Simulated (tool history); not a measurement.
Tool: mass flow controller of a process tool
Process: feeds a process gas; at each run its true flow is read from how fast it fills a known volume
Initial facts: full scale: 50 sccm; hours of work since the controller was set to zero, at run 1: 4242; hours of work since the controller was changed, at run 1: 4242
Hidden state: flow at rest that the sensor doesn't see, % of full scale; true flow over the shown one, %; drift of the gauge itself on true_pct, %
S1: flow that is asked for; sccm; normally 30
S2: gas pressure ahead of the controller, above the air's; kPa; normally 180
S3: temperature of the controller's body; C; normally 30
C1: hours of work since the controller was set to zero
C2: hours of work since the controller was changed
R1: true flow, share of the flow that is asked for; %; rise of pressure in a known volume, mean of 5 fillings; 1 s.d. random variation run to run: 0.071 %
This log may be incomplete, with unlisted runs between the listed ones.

Run 1, hour 0: usual settings; C1 4242; C2 4242. Result: R1 100.12 %.
Run 2, hour 186.5: usual settings; C1 4358; C2 4358. Result: R1 100.08 %.
Run 3, hour 478.4: usual settings; C1 4540; C2 4540. Result: R1 100.21 %.
Run 4, hour 917.2: usual settings; C1 4813; C2 4813. Result: R1 100.38 %.
At hour 979.8: controller's zero set anew.
Run 5, hour 1269.6: usual settings but S2 191 kPa; C1 180; C2 5032. Result: R1 100.32 %.
Run 6, hour 1611.4: usual settings but S1 20 sccm; C1 393; C2 5245. Result: R1 100.4 %.
Run 7, hour 1828.8: usual settings but S1 25 sccm; C1 529; C2 5381. Result: R1 100.52 %.
Run 8, hour 2192.1: usual settings but S1 42 sccm; C1 755; C2 5607. Result: R1 100.94 %.
Run 9, hour 2461.2: usual settings but S1 42 sccm; C1 923; C2 5774. Result: R1 101.05 %.
Run 10, hour 2782.6: usual settings but S2 252 kPa; C1 1123; C2 5975. Result: R1 100.95 %.
Run 11, hour 3137.4: usual settings; C1 1344; C2 6196. Result: R1 100.88 %.
Run 12, hour 3338.2: usual settings but S1 11 sccm, S2 199 kPa, S3 32 C; C1 1469; C2 6321. Result: R1 101.03 %.
Run 13, hour 3634.6: usual settings but S1 48 sccm; C1 1653; C2 6505. Result: R1 101.53 %.
Run 14, hour 3952.8: usual settings but S1 48 sccm; C1 1852; C2 6703. Result: R1 101.45 %.
Run 15, hour 4330.8: usual settings but S1 48 sccm; C1 2087; C2 6939. Result: R1 101.51 %.
Run 16, hour 4553.3: usual settings but S2 227 kPa, S3 33 C; C1 2225; C2 7077. Result: R1 101.67 %.
Run 17, hour 4864.3: usual settings but S1 8 sccm, S3 23 C; C1 2419; C2 7271. Result: R1 100.12 %.
Run 18, hour 5132.6: usual settings but S2 214 kPa, S3 35 C; C1 2586; C2 7438. Result: R1 102.13 %.
Run 19, hour 5395: usual settings but S2 214 kPa, S3 35 C; C1 2750; C2 7602. Result: R1 102.06 %.
Run 20, hour 5627.9: usual settings but S2 214 kPa, S3 35 C; C1 2895; C2 7747. Result: R1 102.04 %.
Run 21, hour 5857.8: usual settings but S2 214 kPa, S3 35 C; C1 3038; C2 7890. Result: R1 102.25 %.

What if the next run were any one of these 4? Each begins from the tool's condition after run 21:
Run A, hour 6186.9: usual settings but S1 29 sccm, S2 238 kPa, S3 22 C; C1 3243; C2 8095. Result: R1 ?.
Run B, hour 6186.9: usual settings but S3 38 C; C1 3243; C2 8095. Result: R1 ?.
Run C, hour 6186.9: usual settings but S2 276 kPa, S3 27 C; C1 3243; C2 8095. Result: R1 ?.
Run D, hour 6186.9: usual settings but S1 6 sccm, S2 206 kPa; C1 3243; C2 8095. Result: R1 ?.

run      R1
  A   100.9
  B  102.65
  C  101.59
  D  101.45
Without the tool's hidden state the same runs would have given:
run      R1
  A   99.33
  B  101.05
  C  100.01
  D   99.89

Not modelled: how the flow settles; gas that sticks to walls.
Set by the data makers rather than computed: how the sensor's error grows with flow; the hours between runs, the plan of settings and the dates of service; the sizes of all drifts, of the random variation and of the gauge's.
